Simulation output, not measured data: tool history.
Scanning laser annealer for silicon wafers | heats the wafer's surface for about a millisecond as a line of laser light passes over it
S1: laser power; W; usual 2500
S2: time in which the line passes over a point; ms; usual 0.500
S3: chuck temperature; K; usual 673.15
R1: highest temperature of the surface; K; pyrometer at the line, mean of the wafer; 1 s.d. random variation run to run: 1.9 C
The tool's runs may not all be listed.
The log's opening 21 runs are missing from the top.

{"run": 22, "hour": 347.0, "S1": 2379, "S2": 0.602, "S3": 661.15, "R1": 1430.15}
{"run": 23, "hour": 363.9, "S1": 2366, "S2": 0.496, "S3": 673.15, "R1": 1357.15}
{"run": 24, "hour": 382.6, "S1": 2366, "S2": 0.496, "S3": 673.15, "R1": 1357.15}
{"run": 25, "hour": 396.1, "S1": 2701, "S2": 0.496, "S3": 673.15, "R1": 1476.15}
{"run": 26, "hour": 411.3, "S1": 2633, "S2": 0.465, "S3": 669.15, "R1": 1416.15}
{"run": 27, "hour": 429.1, "S1": 2275, "S2": 0.507, "S3": 665.15, "R1": 1322.15}
{"run": 28, "hour": 450.1, "S1": 2275, "S2": 0.466, "S3": 683.15, "R1": 1308.15}
{"run": 29, "hour": 470.5, "S1": 2275, "S2": 0.466, "S3": 683.15, "R1": 1306.15}
{"run": 30, "hour": 484.6, "S1": 2275, "S2": 0.466, "S3": 683.15, "R1": 1307.15}
{"run": 31, "hour": 504.9, "S1": 2244, "S2": 0.591, "S3": 666.15, "R1": 1374.15}
{"run": 32, "hour": 517.6, "S1": 2170, "S2": 0.585, "S3": 688.15, "R1": 1360.15}
{"run": 33, "hour": 529.9, "S1": 2170, "S2": 0.585, "S3": 688.15, "R1": 1364.15}
{"run": 34, "hour": 544.9, "S1": 2500, "S2": 0.574, "S3": 699.15, "R1": 1486.15}
{"run": 35, "hour": 565.2, "S1": 2500, "S2": 0.572, "S3": 674.15, "R1": 1464.15}
{"run": 36, "hour": 581.2, "S1": 2540, "S2": 0.389, "S3": 689.15, "R1": 1328.15}
{"run": 37, "hour": 600.1, "S1": 2500, "S2": 0.435, "S3": 688.15, "R1": 1358.15}
{"run": 38, "hour": 612.8, "S1": 2500, "S2": 0.582, "S3": 644.15, "R1": 1441.15}
{"run": 39, "hour": 628.9, "S1": 2500, "S2": 0.399, "S3": 640.15, "R1": 1275.15}
{"run": 40, "hour": 643.5, "S1": 2744, "S2": 0.598, "S3": 708.15, "R1": 1611.15}
{"run": 41, "hour": 662.5, "S1": 2744, "S2": 0.598, "S3": 708.15, "R1": 1611.15}

Below are 3 alternative next runs, each starting from the tool's condition after run 41. Predict each:
{"run": "A", "hour": 671.4, "S1": 2362, "S2": 0.59, "S3": 700.15, "R1": "?"}
{"run": "B", "hour": 671.4, "S1": 2744, "S2": 0.384, "S3": 703.15, "R1": "?"}
{"run": "C", "hour": 671.4, "S1": 2500, "S2": 0.467, "S3": 673.15, "R1": "?"}

run=A R1=1447.15
run=B R1=1402.15
run=C R1=1370.15
Without the tool's unlogged condition, the same runs would have read:
run=A R1=1476.15
run=B R1=1428.15
run=C R1=1396.15
